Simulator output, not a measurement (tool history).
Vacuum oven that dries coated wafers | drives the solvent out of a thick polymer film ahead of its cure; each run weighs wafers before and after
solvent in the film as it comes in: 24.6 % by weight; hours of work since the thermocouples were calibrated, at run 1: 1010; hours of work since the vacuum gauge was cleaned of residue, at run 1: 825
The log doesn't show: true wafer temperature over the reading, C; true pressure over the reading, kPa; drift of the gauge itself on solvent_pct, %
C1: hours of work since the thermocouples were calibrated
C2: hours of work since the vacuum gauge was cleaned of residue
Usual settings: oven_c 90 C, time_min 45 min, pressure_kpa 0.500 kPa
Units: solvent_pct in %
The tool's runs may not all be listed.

Run 1, hour 0.0: usual settings; C1 1010; C2 825. Result: solvent_pct 2.65 %.
Run 2, hour 30.9: usual settings; C1 1029; C2 845. Result: solvent_pct 2.68 %.
At hour 68.7: oven's thermocouples calibrated.
Run 3, hour 68.7: usual settings; C1 0; C2 867. Result: solvent_pct 2.69 %.
Run 4, hour 96.6: usual settings; C1 17; C2 884. Result: solvent_pct 2.68 %.
Run 5, hour 137.4: usual settings; C1 43; C2 910. Result: solvent_pct 2.69 %.
Run 6, hour 183.5: usual settings but pressure_kpa 0.568 kPa; C1 72; C2 939. Result: solvent_pct 2.69 %.
Run 7, hour 215.2: usual settings; C1 92; C2 959. Result: solvent_pct 2.63 %.
Run 8, hour 237.5: usual settings but pressure_kpa 0.576 kPa; C1 106; C2 972. Result: solvent_pct 2.67 %.
Run 9, hour 262.7: usual settings but pressure_kpa 0.576 kPa; C1 121; C2 988. Result: solvent_pct 2.68 %.
Run 10, hour 315.1: usual settings but time_min 41 min; C1 154; C2 1021. Result: solvent_pct 3.23 %.
Run 11, hour 346.2: usual settings but time_min 41 min; C1 173; C2 1040. Result: solvent_pct 3.21 %.
Run 12, hour 369.9: usual settings but time_min 41 min; C1 188; C2 1055. Result: solvent_pct 3.18 %.
Run 13, hour 402.9: usual settings; C1 209; C2 1076. Result: solvent_pct 2.60 %.
Run 14, hour 455.9: usual settings; C1 242; C2 1109. Result: solvent_pct 2.69 %.
Run 15, hour 483.0: usual settings but pressure_kpa 0.624 kPa; C1 259; C2 1126. Result: solvent_pct 2.70 %.
Run 16, hour 508.0: usual settings but pressure_kpa 0.624 kPa; C1 275; C2 1142. Result: solvent_pct 2.71 %.
Run 17, hour 533.4: usual settings; C1 290; C2 1157. Result: solvent_pct 2.69 %.
Run 18, hour 588.8: usual settings but oven_c 99 C; C1 325; C2 1192. Result: solvent_pct 0.76 %.
Run 19, hour 621.6: usual settings but oven_c 99 C; C1 346; C2 1213. Result: solvent_pct 0.78 %.
Run 20, hour 661.5: usual settings but oven_c 77 C; C1 370; C2 1237. Result: solvent_pct 7.87 %.
Run 21, hour 710.3: usual settings but oven_c 77 C; C1 401; C2 1268. Result: solvent_pct 7.95 %.
Run 22, hour 763.1: usual settings but oven_c 86 C, pressure_kpa 0.497 kPa; C1 434; C2 1301. Result: solvent_pct 4.04 %.
Run 23, hour 813.8: usual settings but oven_c 97 C, time_min 72 min, pressure_kpa 0.615 kPa; C1 466; C2 1333. Result: solvent_pct 0.27 %.
Run 24, hour 861.5: usual settings but time_min 54 min; C1 495; C2 1362. Result: solvent_pct 1.85 %.
Run 25, hour 915.2: usual settings but time_min 54 min; C1 529; C2 1396. Result: solvent_pct 1.83 %.
Run 26, hour 956.8: usual settings but time_min 54 min; C1 555; C2 1422. Result: solvent_pct 1.84 %.
Run 27, hour 998.3: usual settings but oven_c 92 C, time_min 38 min, pressure_kpa 1.448 kPa; C1 581; C2 1448. Result: solvent_pct 3.17 %.
Run 28, hour 1042.1: usual settings but oven_c 91 C; C1 608; C2 1475. Result: solvent_pct 2.36 %.
Run 29, hour 1085.3: usual settings but oven_c 91 C; C1 635; C2 1502. Result: solvent_pct 2.35 %.
Run 30, hour 1136.5: usual settings but time_min 72 min, pressure_kpa 0.364 kPa; C1 667; C2 1534. Result: solvent_pct 0.82 %.
Run 31, hour 1173.4: usual settings but oven_c 97 C, time_min 61 min, pressure_kpa 0.592 kPa; C1 690; C2 1557. Result: solvent_pct 0.43 %.
Run 32, hour 1228.5: usual settings but oven_c 97 C, time_min 57 min, pressure_kpa 1.510 kPa; C1 725; C2 1592. Result: solvent_pct 0.74 %.
Run 33, hour 1252.7: usual settings but oven_c 97 C, time_min 52 min, pressure_kpa 0.538 kPa; C1 740; C2 1607. Result: solvent_pct 0.67 %.
Run 34, hour 1292.1: usual settings but oven_c 85 C; C1 765; C2 1632. Result: solvent_pct 4.39 %.
Run 35, hour 1335.2: usual settings but oven_c 77 C, pressure_kpa 1.659 kPa; C1 792; C2 1659. Result: solvent_pct 8.28 %.
Run 36, hour 1380.3: usual settings but oven_c 77 C, pressure_kpa 1.659 kPa; C1 820; C2 1687. Result: solvent_pct 8.31 %.
Run 37, hour 1408.2: usual settings but oven_c 76 C, time_min 38 min, pressure_kpa 1.837 kPa; C1 837; C2 1704. Result: solvent_pct 9.96 %.
Run 38, hour 1445.4: usual settings but oven_c 76 C, time_min 38 min, pressure_kpa 1.837 kPa; C1 860; C2 1727. Result: solvent_pct 9.97 %.
Run 39, hour 1476.8: usual settings but oven_c 96 C, time_min 38 min, pressure_kpa 1.783 kPa; C1 880; C2 1747. Result: solvent_pct 2.14 %.
Run 40, hour 1518.8: usual settings but oven_c 83 C, time_min 28 min, pressure_kpa 0.397 kPa; C1 906; C2 1773. Result: solvent_pct 8.57 %.
Run 41, hour 1543.3: usual settings but pressure_kpa 1.128 kPa; C1 922; C2 1789. Result: solvent_pct 2.81 %.
Run 42, hour 1580.5: usual settings but oven_c 97 C, pressure_kpa 0.809 kPa; C1 945; C2 1812. Result: solvent_pct 1.14 %.

Some steps in solvent_pct between neighbouring runs. How much of each would the tool show without its hidden state too (settings, what came in, random variation), and how much is left for the hidden state, with any gauge scatter that isn't in both results?
Run 2 -> 3: oven's thermocouples calibrated. solvent_pct +0.01 %: hidden state +0.03, all else -0.02.
Run 19 -> 20: oven_c 99 -> 77. solvent_pct +7.09 %: hidden state -0.01, all else +7.10.
Run 38 -> 39: oven_c 76 -> 96, pressure_kpa 1.837 -> 1.783. solvent_pct -7.83 %: hidden state +0.01, all else -7.84.
Run 39 -> 40: oven_c 96 -> 83, time_min 38 -> 28, pressure_kpa 1.783 -> 0.397. solvent_pct +6.43 %: hidden state -0.02, all else +6.45.
Run 41 -> 42: oven_c 90 -> 97, pressure_kpa 1.128 -> 0.809. solvent_pct -1.67 %: hidden state +0.02, all else -1.69.

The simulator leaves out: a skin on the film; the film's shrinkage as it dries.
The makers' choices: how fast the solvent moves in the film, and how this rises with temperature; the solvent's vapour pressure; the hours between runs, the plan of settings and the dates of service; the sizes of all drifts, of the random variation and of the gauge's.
